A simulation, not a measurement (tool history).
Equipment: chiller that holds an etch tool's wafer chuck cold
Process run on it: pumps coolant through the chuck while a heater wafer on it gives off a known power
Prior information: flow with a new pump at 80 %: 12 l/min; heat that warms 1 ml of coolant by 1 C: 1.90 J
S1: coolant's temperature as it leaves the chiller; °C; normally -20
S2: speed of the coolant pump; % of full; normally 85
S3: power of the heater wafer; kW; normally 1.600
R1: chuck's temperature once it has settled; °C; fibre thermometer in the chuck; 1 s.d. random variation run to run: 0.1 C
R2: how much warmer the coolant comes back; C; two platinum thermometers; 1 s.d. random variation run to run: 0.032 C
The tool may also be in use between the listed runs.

| run | day | S1 | S2 | S3 | R1 | R2 |
|---|---|---|---|---|---|---|
| 1 | 0.000 | -20 | 85 | 1.600 | -7.9 | 4.58 |
| 2 | 1.846 | -20 | 85 | 1.600 | -7.7 | 4.59 |
| 3 | 4.533 | -20 | 85 | 1.600 | -7.6 | 4.64 |
| 4 | 6.321 | -20 | 85 | 1.600 | -7.7 | 4.64 |
| 5 | 9.733 | -20 | 85 | 1.600 | -7.6 | 4.61 |
| 6 | 12.492 | -20 | 85 | 0.856 | -13.4 | 2.52 |
| 7 | 16.338 | -20 | 85 | 0.856 | -13.4 | 2.54 |
| 8 | 18.712 | -20 | 85 | 0.856 | -13.5 | 2.57 |
| 9 | 20.500 | -20 | 85 | 0.856 | -13.4 | 2.50 |
|  | 20.800 | chiller's thermometer calibrated |
| 10 | 24.217 | -20 | 85 | 1.074 | -11.6 | 3.17 |
|  | 26.854 | chiller's thermometer calibrated, once more |
| 11 | 27.229 | -20 | 92 | 1.600 | -7.6 | 4.42 |
| 12 | 30.588 | -21 | 85 | 1.600 | -7.8 | 4.78 |
| 13 | 32.733 | -20 | 85 | 1.600 | -6.8 | 4.76 |
| 14 | 35.583 | -20 | 85 | 1.600 | -6.7 | 4.78 |
| 15 | 37.329 | -20 | 94 | 1.600 | -7.8 | 4.38 |
| 16 | 39.108 | -28 | 76 | 2.250 | -7.5 | 7.58 |
|  | 42.125 | coolant pump overhauled |
| 17 | 42.125 | -28 | 76 | 2.250 | -10.3 | 6.27 |
| 18 | 44.158 | -25 | 71 | 2.250 | -6.4 | 6.80 |
| 19 | 46.858 | -25 | 71 | 2.250 | -5.9 | 6.66 |
| 20 | 50.662 | -25 | 76 | 2.250 | -6.8 | 6.34 |
| 21 | 53.812 | -25 | 76 | 2.250 | -7.0 | 6.33 |
| 22 | 57.296 | -25 | 76 | 2.250 | -6.9 | 6.31 |
| 23 | 59.333 | -23 | 96 | 1.067 | -15.8 | 2.43 |
| 24 | 61.475 | -20 | 63 | 1.920 | -1.9 | 6.51 |
| 25 | 63.075 | -27 | 63 | 1.977 | -8.3 | 6.77 |
| 26 | 65.700 | -25 | 66 | 1.600 | -10.4 | 5.21 |
| 27 | 67.375 | -29 | 74 | 1.793 | -13.8 | 5.22 |

Had the tool no unlogged condition, and each run kept its random variation, what would the results have been?
Hidden state present: heat passed by the chuck's channels, % of clean ones'; flow at a given pump speed, % of a new pump's; coolant's true temperature over the reading, C; drift of the gauge itself on chuck_c, C; drift of the gauge itself on warmer_back_c, C.
| run | R1 | R2 |
|---|---|---|
| 1 | -9.5 | 3.95 |
| 2 | -9.3 | 3.95 |
| 3 | -9.3 | 3.99 |
| 4 | -9.4 | 3.97 |
| 5 | -9.4 | 3.93 |
| 6 | -14.2 | 2.14 |
| 7 | -14.3 | 2.16 |
| 8 | -14.4 | 2.18 |
| 9 | -14.3 | 2.11 |
| 10 | -12.8 | 2.66 |
| 11 | -10.0 | 3.70 |
| 12 | -10.4 | 3.98 |
| 13 | -9.4 | 3.95 |
| 14 | -9.4 | 3.96 |
| 15 | -10.3 | 3.62 |
| 16 | -11.8 | 6.26 |
| 17 | -11.8 | 6.26 |
| 18 | -8.0 | 6.78 |
| 19 | -7.7 | 6.63 |
| 20 | -8.6 | 6.28 |
| 21 | -8.9 | 6.25 |
| 22 | -8.9 | 6.21 |
| 23 | -16.6 | 2.38 |
| 24 | -3.9 | 6.38 |
| 25 | -10.5 | 6.63 |
| 26 | -12.1 | 5.08 |
| 27 | -15.7 | 5.09 |
